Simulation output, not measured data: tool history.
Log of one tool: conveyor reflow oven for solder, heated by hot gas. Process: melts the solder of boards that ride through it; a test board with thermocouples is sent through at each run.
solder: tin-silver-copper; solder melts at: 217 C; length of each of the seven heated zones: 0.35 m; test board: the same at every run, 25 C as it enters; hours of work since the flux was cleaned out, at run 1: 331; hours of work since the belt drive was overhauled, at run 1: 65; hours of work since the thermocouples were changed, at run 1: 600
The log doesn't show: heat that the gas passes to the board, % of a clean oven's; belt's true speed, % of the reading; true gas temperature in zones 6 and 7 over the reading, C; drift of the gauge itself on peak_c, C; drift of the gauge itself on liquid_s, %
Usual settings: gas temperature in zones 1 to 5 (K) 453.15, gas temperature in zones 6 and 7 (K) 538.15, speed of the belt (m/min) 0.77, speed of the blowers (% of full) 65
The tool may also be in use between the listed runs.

run   hour  gas temperature in zones 1 to 5 (K)  gas temperature in zones 6 and 7 (K)  speed of the belt (m/min)  speed of the blowers (% of full)  hours of work since the flux was cleaned out  hours of work since the belt drive was overhauled  hours of work since the thermocouples were changed  highest temperature of the board (K)  time above the solder's melting point (s)
  1      0                               453.15                                538.15                       0.77                                65                                           331                                                 65                                                 600                                 523.4                                       41.1
  2    7.9                               453.15                                538.15                       0.77                                65                                           335                                                 70                                                 604                                523.32                                       41.3
  3   23.4                               453.15                                538.15                       0.77                                65                                           345                                                 79                                                 613                                523.41                                       41.3
  4   36.8                               453.15                                538.15                       0.77                                65                                           352                                                 87                                                 621                                523.43                                       41.2
  5   49.6                               453.15                                538.15                       0.77                                65                                           360                                                 94                                                 629                                523.23                                       41.1
  6   57.3                               453.15                                538.15                       0.77                                65                                           364                                                 99                                                 633                                523.32                                       41.1
  7   71.5                               453.15                                538.15                       0.77                                65                                           373                                                107                                                 642                                523.32                                       40.9
  8   84.5                               453.15                                538.15                       0.77                                65                                           380                                                115                                                 649                                523.36                                       41.2
  9   98.2                               453.15                                538.15                       0.77                                65                                           388                                                123                                                 657                                523.39                                       41.4
 10  110.4                               453.15                                538.15                       0.77                                65                                           396                                                130                                                 665                                523.42                                       41.1
 11    117                               453.15                                538.15                       0.77                                65                                           400                                                134                                                 668                                523.43                                       41.2
 12  125.1                               453.15                                538.15                       0.77                                65                                           404                                                139                                                 673                                 523.5                                       41.2
 13  139.7                               457.15                                538.15                       0.77                                65                                           413                                                147                                                 682                                 524.1                                       42.9
 14  147.9                               442.15                                538.15                      0.721                                56                                           418                                                152                                                 687                                520.53                                         39
 15  161.6                               442.15                                538.15                      0.721                                56                                           426                                                160                                                 695                                 520.5                                       39.2
 16  175.7                               442.15                                538.15                      0.721                                65                                           434                                                168                                                 703                                523.47                                       41.3
     182.2  -- thermocouples of zones 6 and 7 changed
 17  191.3                               439.15                                545.15                       0.77                                65                                           442                                                176                                                   5                                525.35                                       38.7
 18    202                               439.15                                545.15                       0.77                                65                                           448                                                183                                                  12                                525.38                                       38.6
 19  211.7                               450.15                                533.15                       0.83                                65                                           454                                                188                                                  17                                514.93                                       31.7
 20  225.2                               467.15                                538.15                      0.873                                65                                           462                                                196                                                  25                                521.22                                       38.4
 21  235.5                               460.15                                553.15                      0.873                                65                                           468                                                202                                                  31                                531.78                                       41.3
 22  243.1                               460.15                                553.15                      0.873                                65                                           472                                                207                                                  36                                531.84                                         41

Forecast each of these 3 alternatives for the next run:
  A   256                               449.15                                546.15                      0.873                                83                                           480                                                214                                                  43                                     ?                                          ?
  B   256                               445.15                                544.15                      0.873                                88                                           480                                                214                                                  43                                     ?                                          ?
  C   256                               463.15                                538.15                      0.704                                65                                           480                                                214                                                  43                                     ?                                          ?

run  highest temperature of the board (K)  time above the solder's melting point (s)
  A                                528.75                                       37.5
  B                                527.49                                       36.6
  C                                 526.4                                       50.8
Without the tool's hidden state the same runs would have given:
run  highest temperature of the board (K)  time above the solder's melting point (s)
  A                                530.44                                       38.1
  B                                529.25                                       37.3
  C                                527.25                                       51.1
